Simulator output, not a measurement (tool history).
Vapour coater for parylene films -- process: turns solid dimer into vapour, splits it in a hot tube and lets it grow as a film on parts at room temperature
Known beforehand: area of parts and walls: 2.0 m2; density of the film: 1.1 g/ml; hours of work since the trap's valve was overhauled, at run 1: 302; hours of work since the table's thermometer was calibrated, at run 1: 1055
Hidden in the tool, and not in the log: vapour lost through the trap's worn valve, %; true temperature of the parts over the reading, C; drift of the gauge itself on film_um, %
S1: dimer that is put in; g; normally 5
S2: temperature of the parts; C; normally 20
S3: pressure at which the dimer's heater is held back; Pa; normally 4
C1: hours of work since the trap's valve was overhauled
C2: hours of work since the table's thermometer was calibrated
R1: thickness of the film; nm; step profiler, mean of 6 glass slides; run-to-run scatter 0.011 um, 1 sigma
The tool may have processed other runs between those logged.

run 1 hour=0 | S1=5 S2=20 S3=4 | C1=302 C2=1055 | R1=980
run 2 hour=43.9 | S1=5 S2=20 S3=4 | C1=338 C2=1090 | R1=970
-- hour=70.6 trap's valve overhauled
run 3 hour=86.9 | S1=3 S2=20 S3=4 | C1=13 C2=1122 | R1=600
-- hour=120.1 table's thermometer calibrated
run 4 hour=127.9 | S1=3 S2=20 S3=4 | C1=46 C2=6 | R1=600
run 5 hour=161.6 | S1=3 S2=20 S3=4 | C1=73 C2=34 | R1=610
-- hour=195.3 table's thermometer calibrated, once more
run 6 hour=207.4 | S1=3 S2=20 S3=4 | C1=109 C2=10 | R1=620
run 7 hour=245 | S1=5 S2=20 S3=4 | C1=139 C2=40 | R1=1010
run 8 hour=279.1 | S1=5 S2=20 S3=4 | C1=167 C2=68 | R1=1010
run 9 hour=315.7 | S1=2 S2=30 S3=4 | C1=197 C2=97 | R1=360
run 10 hour=365.8 | S1=2 S2=18 S3=10.46 | C1=237 C2=138 | R1=380
run 11 hour=391.6 | S1=2 S2=18 S3=10.46 | C1=258 C2=159 | R1=370
run 12 hour=430.8 | S1=2 S2=18 S3=10.46 | C1=290 C2=190 | R1=360
run 13 hour=476.1 | S1=5 S2=22 S3=4 | C1=326 C2=227 | R1=950
-- hour=516.7 trap's valve overhauled
run 14 hour=523.1 | S1=5 S2=22 S3=4 | C1=5 C2=262 | R1=1010
run 15 hour=550.6 | S1=5 S2=22 S3=4 | C1=27 C2=284 | R1=1000
run 16 hour=571.4 | S1=5 S2=22 S3=4 | C1=44 C2=301 | R1=1010

Below are 4 alternative next runs, each starting from the tool's condition after run 16. Predict each:
run A hour=603.5 | S1=4 S2=14 S3=2.11 | C1=70 C2=327 | R1=?
run B hour=603.5 | S1=5 S2=25 S3=4 | C1=70 C2=327 | R1=?
run C hour=603.5 | S1=3 S2=12 S3=5.09 | C1=70 C2=327 | R1=?
run D hour=603.5 | S1=8 S2=22 S3=3.09 | C1=70 C2=327 | R1=?

run=A R1=990
run=B R1=930
run=C R1=700
run=D R1=1640
Without the tool's hidden state the same runs would have given:
run=A R1=1010
run=B R1=950
run=C R1=720
run=D R1=1680
